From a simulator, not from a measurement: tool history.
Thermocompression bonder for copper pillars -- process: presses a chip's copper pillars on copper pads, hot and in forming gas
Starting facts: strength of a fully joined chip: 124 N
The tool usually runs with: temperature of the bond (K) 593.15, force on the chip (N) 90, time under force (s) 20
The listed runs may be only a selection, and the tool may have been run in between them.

run   hour  temperature of the bond (K)  force on the chip (N)  time under force (s)  force that shears a chip off (N)
  1    0.0                       593.15                     90                    20                              67.3
  2   32.2                       618.15                     90                    20                              85.2
  3   48.5                       593.15                     90                    20                              67.1
  4   71.6                       593.15                     90                    20                              67.0
  5   85.7                       593.15                     90                    20                              67.2
  6  110.2                       579.15                     90                    20                              56.5
  7  130.6                       579.15                     90                    20                              56.8
  8  148.7                       579.15                     90                    20                              56.0
  9  170.9                       579.15                     90                    20                              56.2
 10  202.2                       593.15                     63                    20                              55.3
 11  228.3                       618.15                    133                    11                              83.7
 12  249.1                       601.15                    133                    47                             101.2
 13  268.4                       601.15                    133                    54                             103.2
 14  292.6                       601.15                    133                    54                             102.3
 15  310.3                       601.15                     96                    10                              59.2
 16  330.6                       600.15                    105                    20                              75.5
 17  363.0                       605.15                     73                    34                              78.6
 18  381.4                       585.15                     58                    44                              62.3

Forecast each of these 4 alternatives for the next run:
  A  398.7                       590.15                     90                    26                                 ?
  B  398.7                       611.15                    130                    20                                 ?
  C  398.7                       593.15                     88                    20                                 ?
  D  398.7                       602.15                     90                    20                                 ?

run  force that shears a chip off (N)
  A                              68.6
  B                              89.7
  C                              64.5
  D                              71.4
Take away the tool's hidden state, keep each run's random variation, and the runs would have read:
run  force that shears a chip off (N)
  A                              66.4
  B                              89.3
  C                              62.2
  D                              69.5

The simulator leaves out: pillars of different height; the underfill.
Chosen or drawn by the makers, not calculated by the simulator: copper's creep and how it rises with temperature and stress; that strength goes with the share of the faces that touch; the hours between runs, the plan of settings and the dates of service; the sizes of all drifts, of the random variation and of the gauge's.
